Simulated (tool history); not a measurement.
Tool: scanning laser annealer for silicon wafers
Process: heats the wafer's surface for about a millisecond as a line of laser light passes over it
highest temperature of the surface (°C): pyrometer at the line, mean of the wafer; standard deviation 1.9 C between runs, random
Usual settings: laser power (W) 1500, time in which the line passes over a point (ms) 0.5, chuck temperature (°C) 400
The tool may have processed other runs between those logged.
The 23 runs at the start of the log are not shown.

run   hour  laser power (W)  time in which the line passes over a point (ms)  chuck temperature (°C)  hours of work since the window was cleaned  hours of work since the power meter was calibrated  hours of work since the optics were aligned  highest temperature of the surface (°C)
 24  290.2             1395                                            0.476                     394                                         325                                                 157                                         1116                                     1054
 25  304.1             1536                                            0.503                     404                                         333                                                 164                                         1124                                     1159
 26    317             1579                                            0.446                     415                                         340                                                 171                                         1131                                     1151
 27  326.2             1500                                              0.5                     384                                         345                                                 176                                         1136                                     1115
 28  333.5             1500                                              0.5                     384                                         349                                                 180                                         1140                                     1119
 29  341.9             1592                                             0.38                     404                                         353                                                 185                                         1144                                     1092
 30  349.6             1341                                              0.5                     375                                         357                                                 189                                         1148                                     1020
 31  364.8             1419                                            0.364                     380                                         366                                                 197                                         1157                                      976
 32  374.3             1431                                              0.5                     388                                         371                                                 202                                         1162                                     1083
 33  391.5             1562                                              0.5                     388                                         380                                                 212                                         1171                                     1152
 34  407.1             1562                                              0.5                     388                                         389                                                 220                                         1180                                     1150
 35    421             1562                                              0.5                     388                                         396                                                 227                                         1187                                     1150
 36    429             1562                                              0.5                     388                                         400                                                 232                                         1191                                     1149

Forecast each of these 4 alternatives for the next run:
  A  441.8             1353                                              0.5                     421                                         407                                                 239                                         1198                                        ?
  B  441.8             1478                                            0.362                     430                                         407                                                 239                                         1198                                        ?
  C  441.8             1373                                            0.537                     383                                         407                                                 239                                         1198                                        ?
  D  441.8             1466                                              0.5                     437                                         407                                                 239                                         1198                                        ?

run  highest temperature of the surface (°C)
  A                                     1072
  B                                     1051
  C                                     1068
  D                                     1149
The same runs, with their run-to-run variation unchanged, on a tool lacking any hidden condition would have given:
run  highest temperature of the surface (°C)
  A                                     1098
  B                                     1076
  C                                     1095
  D                                     1178

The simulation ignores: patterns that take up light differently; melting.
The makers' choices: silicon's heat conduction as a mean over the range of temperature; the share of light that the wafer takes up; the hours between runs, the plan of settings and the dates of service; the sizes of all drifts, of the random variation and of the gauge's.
